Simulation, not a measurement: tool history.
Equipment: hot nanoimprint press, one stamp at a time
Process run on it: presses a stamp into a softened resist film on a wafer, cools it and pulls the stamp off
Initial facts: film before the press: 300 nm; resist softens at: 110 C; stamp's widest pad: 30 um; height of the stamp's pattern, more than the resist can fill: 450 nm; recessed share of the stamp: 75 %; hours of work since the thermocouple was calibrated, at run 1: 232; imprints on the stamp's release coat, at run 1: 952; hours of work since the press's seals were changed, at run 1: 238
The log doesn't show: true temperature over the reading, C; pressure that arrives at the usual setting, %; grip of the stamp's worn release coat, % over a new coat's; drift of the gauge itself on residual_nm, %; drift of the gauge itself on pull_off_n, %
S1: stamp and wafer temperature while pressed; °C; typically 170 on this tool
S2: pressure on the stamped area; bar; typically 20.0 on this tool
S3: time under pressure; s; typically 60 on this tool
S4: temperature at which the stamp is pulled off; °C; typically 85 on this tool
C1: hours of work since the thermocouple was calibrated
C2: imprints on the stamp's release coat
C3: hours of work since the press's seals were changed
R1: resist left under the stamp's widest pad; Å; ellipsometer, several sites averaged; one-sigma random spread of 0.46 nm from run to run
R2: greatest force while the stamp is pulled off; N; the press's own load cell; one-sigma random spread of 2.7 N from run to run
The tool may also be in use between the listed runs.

run   hour   S1    S2   S3  S4   C1    C2   C3    R1   R2
  1    0.0  170  20.0   60  85  232   952  238  1261  179
  2    9.1  170  20.0  118  85  237   984  244  1002  188
  3   18.0  170  20.0  118  85  242  1016  249  1005  187
  4   29.1  170  20.0  118  85  249  1056  255   995  184
      45.9  -- stamp cleaned and given a new release coat
  5   47.0  170  20.0  118  85  255     4  262   995  128
  6   57.0  170  20.0   60  85  261    39  268  1258  123
  7   70.3  170  20.0   60  85  269    87  275  1253  129
  8   82.1  170  20.0   62  85  276   129  282  1247  136
  9   90.1  170  20.0   62  85  280   158  287  1243  137
 10   98.5  170  20.0   62  85  285   188  291  1243  137
 11  106.0  170  20.0   60  92  289   215  296  1253  118
 12  111.7  170  20.0   60  92  292   236  299  1255  111
 13  117.9  164  20.0   60  85  296   258  302  1645  134
 14  126.7  164  20.0   60  85  301   290  307  1642  141
 15  133.2  180  20.0   60  85  305   313  311   813  144
 16  143.8  180  20.0   60  85  311   351  317   817  145
 17  156.2  180  20.0   79  85  318   395  324   738  149
 18  162.7  170  20.0   42  82  322   419  328  1408  156
 19  171.9  170  20.0   42  82  327   452  333  1408  159
 20  177.7  170  20.0   42  82  330   473  337  1407  156
 21  190.5  179  31.4  100  75  338   518  344   536  193
 22  203.8  170  20.1  111  85  345   566  352  1018  156
 23  216.1  170  20.1  111  85  352   610  359  1015  157
 24  225.6  174  20.1   91  85  358   644  364   909  161
 25  231.8  174  20.1   91  85  361   666  368   906  163
 26  239.0  174  20.1   91  85  365   692  372   907  157
 27  244.4  170  20.0  113  83  368   712  375  1007  175
 28  255.3  179  19.6   35  93  375   751  381  1030  140
 29  265.2  179  19.3   53  93  380   786  387   909  149
 30  272.4  179  19.3   53  93  384   812  391   904  141

Run by run, hidden condition taken away, random variation retained:
run    R1   R2
  1  1269  123
  2  1010  128
  3  1012  125
  4  1003  122
  5  1003  128
  6  1268  122
  7  1263  125
  8  1258  129
  9  1253  129
 10  1254  127
 11  1264  109
 12  1266  101
 13  1661  121
 14  1658  125
 15   819  127
 16   823  126
 17   744  127
 18  1421  132
 19  1422  132
 20  1421  129
 21   537  157
 22  1029  124
 23  1026  123
 24   919  124
 25   915  125
 26   916  119
 27  1019  132
 28  1039  105
 29   918  110
 30   913  102
